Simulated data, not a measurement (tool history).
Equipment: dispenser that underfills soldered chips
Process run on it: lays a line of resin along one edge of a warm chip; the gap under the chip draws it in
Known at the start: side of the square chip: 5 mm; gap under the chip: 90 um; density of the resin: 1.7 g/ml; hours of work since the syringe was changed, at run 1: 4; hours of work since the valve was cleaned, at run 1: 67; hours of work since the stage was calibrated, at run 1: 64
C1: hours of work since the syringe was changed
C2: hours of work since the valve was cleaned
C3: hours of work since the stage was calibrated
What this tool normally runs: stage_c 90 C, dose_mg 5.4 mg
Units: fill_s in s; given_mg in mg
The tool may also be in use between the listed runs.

run 1 hour=0 | stage_c=90 dose_mg=5.4 | C1=4 C2=67 C3=64 | fill_s=18.3 given_mg=5.23
run 2 hour=3.9 | stage_c=90 dose_mg=5.4 | C1=7 C2=70 C3=67 | fill_s=22.4 given_mg=5.22
run 3 hour=9.2 | stage_c=81 dose_mg=5.4 | C1=11 C2=74 C3=71 | fill_s=45.6 given_mg=5.2
-- hour=11.6 new syringe of resin
run 4 hour=13.5 | stage_c=90 dose_mg=5.4 | C1=1 C2=77 C3=74 | fill_s=16.2 given_mg=5.18
run 5 hour=17.9 | stage_c=90 dose_mg=5.4 | C1=5 C2=80 C3=77 | fill_s=20.5 given_mg=5.18
run 6 hour=21 | stage_c=86 dose_mg=5.4 | C1=7 C2=83 C3=80 | fill_s=28.6 given_mg=5.18
-- hour=27.8 new syringe of resin
run 7 hour=27.8 | stage_c=86 dose_mg=5.4 | C1=0 C2=88 C3=85 | fill_s=16.8 given_mg=5.18
run 8 hour=33 | stage_c=86 dose_mg=5.4 | C1=4 C2=91 C3=89 | fill_s=23.3 given_mg=5.15
-- hour=36.1 dispensing valve cleaned and set on the balance
run 9 hour=37.7 | stage_c=100 dose_mg=4.63 | C1=7 C2=1 C3=91 | fill_s=15.3 given_mg=4.67
run 10 hour=41.9 | stage_c=93 dose_mg=6.11 | C1=10 C2=4 C3=94 | fill_s=24.3 given_mg=6.13
-- hour=45.2 new syringe of resin
run 11 hour=45.4 | stage_c=93 dose_mg=6.11 | C1=0 C2=7 C3=97 | fill_s=12 given_mg=6.11
run 12 hour=49.3 | stage_c=93 dose_mg=6.11 | C1=3 C2=10 C3=100 | fill_s=14.9 given_mg=6.11
run 13 hour=55.5 | stage_c=88 dose_mg=5.93 | C1=8 C2=14 C3=104 | fill_s=25.9 given_mg=5.93

Consider 3 possible next runs. They are alternatives, not a sequence: every one starts from the tool as it was left by run 13. What does each give?
run A hour=60.4 | stage_c=88 dose_mg=5.33 | C1=11 C2=18 C3=108 | fill_s=? given_mg=?
run B hour=60.4 | stage_c=88 dose_mg=5.01 | C1=11 C2=18 C3=108 | fill_s=? given_mg=?
run C hour=60.4 | stage_c=98 dose_mg=5.35 | C1=11 C2=18 C3=108 | fill_s=? given_mg=?

run=A fill_s=35.1 given_mg=5.31
run=B fill_s=34.8 given_mg=5
run=C fill_s=22.1 given_mg=5.31
Without the tool's unlogged condition, the same runs would have read:
run=A fill_s=15.4 given_mg=5.33
run=B fill_s=15.1 given_mg=5.02
run=C fill_s=9.4 given_mg=5.33

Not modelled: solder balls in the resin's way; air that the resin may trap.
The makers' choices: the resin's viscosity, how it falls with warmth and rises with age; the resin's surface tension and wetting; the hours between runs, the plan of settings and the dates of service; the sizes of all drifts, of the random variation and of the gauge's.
